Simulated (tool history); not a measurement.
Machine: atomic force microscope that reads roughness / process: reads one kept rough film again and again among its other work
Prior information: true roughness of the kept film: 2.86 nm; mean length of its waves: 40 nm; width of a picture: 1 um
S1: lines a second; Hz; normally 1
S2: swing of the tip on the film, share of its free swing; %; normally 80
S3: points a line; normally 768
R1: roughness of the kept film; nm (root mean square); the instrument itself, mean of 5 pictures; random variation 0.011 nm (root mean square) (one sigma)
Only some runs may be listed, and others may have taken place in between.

run	hour	S1	S2	S3	R1
1	0	1	80	768	2.512
2	37.3	1	80	768	2.337
3	80.7	1	79	768	2.449
4	110	1	80	378	2.271
5	145.7	1	80	378	2.474
6	174.1	1	80	768	2.343
7	208.1	1	80	768	2.492
8	251.5	1	80	768	2.305
9	281.3	1	80	734	2.453
10	305.8	1	80	734	2.348
11	333	1	80	768	2.545
12	353.3	1	87	768	2.398
13	393	1	87	768	2.202
14	428.3	1	80	768	2.383
15	456.4	1	80	768	2.281
16	477.6	1.85	80	768	2.397
17	509.9	1.85	80	768	2.235
18	528.6	1.85	80	768	2.128
19	555.5	1.85	80	768	2.331
20	587	1	80	768	2.298
21	616.4	1	80	768	2.469
22	642.8	1	80	768	2.352
23	670	1	80	768	2.532
24	695.2	1	80	341	2.407
25	719.7	1	80	341	2.311
26	755.6	1	80	341	2.436
27	797.5	1.31	61	444	2.314
28	817.5	1.31	58	763	2.593
29	845.2	1.31	58	763	2.425
30	872.5	3.54	82	386	2.169
31	913.6	1	63	267	2.407
32	932.3	0.64	79	267	2.295
33	954.5	1.74	80	377	2.352
34	991.1	1.74	86	377	2.107
35	1013.9	1.74	86	377	2.317
36	1033.7	1.73	67	377	2.404
37	1056.4	1	62	536	2.368
38	1095.9	0.73	62	536	2.518
39	1128.3	0.73	62	536	2.404
40	1156.5	0.63	67	437	2.538
41	1180	0.57	87	768	2.372
42	1209.5	0.59	66	768	2.661
43	1242.1	0.59	66	768	2.455
44	1273.5	0.7	80	911	2.587
45	1294.5	0.7	80	911	2.458
46	1318.1	0.7	80	911	2.324
47	1358.8	1	56	659	2.572
48	1395.7	1	56	659	2.369
49	1428	1	56	659	2.566
50	1464.8	1	56	659	2.39
51	1487.8	1.71	80	768	2.403

Withheld: 22 entries from between the runs. Position of each, and hidden state at the listed run before versus the listed run after:
Logged between run 2 and run 3: new tip fitted (hour 63.1)
  radius of the tip, nm: 20 -> 12.5; height scale over the true one, %: -0.46 -> -0.47
  measured value less the no-hidden-state value, R1: -0.217 -> -0.103 nm (root mean square)
Logged between run 4 and run 5: new tip fitted (hour 132.8)
  radius of the tip, nm: 23 -> 11.5; height scale over the true one, %: -0.47 -> -0.48
  measured value less the no-hidden-state value, R1: -0.257 -> -0.088 nm (root mean square)
Logged between run 6 and run 7: new tip fitted (hour 199.1)
  radius of the tip, nm: 20.3 -> 10.1; height scale over the true one, %: -0.49 -> -0.5
  measured value less the no-hidden-state value, R1: -0.222 -> -0.065 nm (root mean square)
Logged between run 8 and run 9: new tip fitted (hour 266.2)
  radius of the tip, nm: 23.2 -> 12.6; height scale over the true one, %: -0.51 -> -0.52
  measured value less the no-hidden-state value, R1: -0.265 -> -0.106 nm (root mean square)
Logged between run 10 and run 11: new tip fitted (hour 333)
  radius of the tip, nm: 20.5 -> 7.2
  measured value less the no-hidden-state value, R1: -0.227 -> -0.018 nm (root mean square)
Logged between run 13 and run 14: new tip fitted (hour 398.8)
  radius of the tip, nm: 26.9 -> 16.4; height scale over the true one, %: -0.55 -> -0.56
  measured value less the no-hidden-state value, R1: -0.308 -> -0.165 nm (root mean square)
Logged between run 15 and run 16: new tip fitted (hour 468)
  radius of the tip, nm: 25.3 -> 9.6
  measured value less the no-hidden-state value, R1: -0.297 -> -0.057 nm (root mean square)
Logged between run 18 and run 19: new tip fitted (hour 535.7)
  radius of the tip, nm: 26.9 -> 13.4
  measured value less the no-hidden-state value, R1: -0.301 -> -0.115 nm (root mean square)
Logged between run 20 and run 21: new tip fitted (hour 602.9)
  radius of the tip, nm: 23.7 -> 10.9; height scale over the true one, %: -0.6 -> -0.61
  measured value less the no-hidden-state value, R1: -0.275 -> -0.08 nm (root mean square)
Logged between run 22 and run 23: new tip fitted (hour 670)
  radius of the tip, nm: 19.4 -> 7.3
  measured value less the no-hidden-state value, R1: -0.212 -> -0.022 nm (root mean square)
Logged between run 25 and run 26: new tip fitted (hour 737.3)
  radius of the tip, nm: 22.4 -> 12.9; height scale over the true one, %: -0.64 -> -0.65
  measured value less the no-hidden-state value, R1: -0.255 -> -0.113 nm (root mean square)
Logged between run 27 and run 28: new tip fitted (hour 804.5)
  radius of the tip, nm: 26 -> 11.2
  measured value less the no-hidden-state value, R1: -0.313 -> -0.091 nm (root mean square)
Logged between run 29 and run 30: new tip fitted (hour 872.1)
  radius of the tip, nm: 20.1 -> 7.2; height scale over the true one, %: -0.67 -> -0.68
  measured value less the no-hidden-state value, R1: -0.23 -> -0.018 nm (root mean square)
Logged between run 32 and run 33: new tip fitted (hour 938.3)
  radius of the tip, nm: 26.8 -> 12.3
  measured value less the no-hidden-state value, R1: -0.322 -> -0.101 nm (root mean square)
Logged between run 34 and run 35: new tip fitted (hour 1004.9)
  radius of the tip, nm: 24.9 -> 10.5; height scale over the true one, %: -0.71 -> -0.72
  measured value less the no-hidden-state value, R1: -0.27 -> -0.071 nm (root mean square)
Logged between run 37 and run 38: new tip fitted (hour 1071.2)
  radius of the tip, nm: 22.8 -> 14.8; height scale over the true one, %: -0.73 -> -0.74
  measured value less the no-hidden-state value, R1: -0.272 -> -0.153 nm (root mean square)
Logged between run 39 and run 40: new tip fitted (hour 1138)
  radius of the tip, nm: 24.7 -> 13.5
  measured value less the no-hidden-state value, R1: -0.304 -> -0.131 nm (root mean square)
Logged between run 41 and run 42: new tip fitted (hour 1205.3)
  radius of the tip, nm: 21.3 -> 8.3; height scale over the true one, %: -0.76 -> -0.77
  measured value less the no-hidden-state value, R1: -0.248 -> -0.044 nm (root mean square)
Logged between run 43 and run 44: new tip fitted (hour 1271.6)
  radius of the tip, nm: 19.1 -> 7.7; height scale over the true one, %: -0.78 -> -0.79
  measured value less the no-hidden-state value, R1: -0.221 -> -0.032 nm (root mean square)
Logged between run 46 and run 47: new tip fitted (hour 1340.8)
  radius of the tip, nm: 22.5 -> 12.5; height scale over the true one, %: -0.8 -> -0.81
  measured value less the no-hidden-state value, R1: -0.264 -> -0.116 nm (root mean square)
Logged between run 48 and run 49: new tip fitted (hour 1409.9)
  radius of the tip, nm: 24.4 -> 12.6; height scale over the true one, %: -0.82 -> -0.83
  measured value less the no-hidden-state value, R1: -0.3 -> -0.118 nm (root mean square)
Logged between run 50 and run 51: new tip fitted (hour 1476.3)
  radius of the tip, nm: 24.6 -> 10.4; height scale over the true one, %: -0.84 -> -0.85
  measured value less the no-hidden-state value, R1: -0.304 -> -0.075 nm (root mean square)
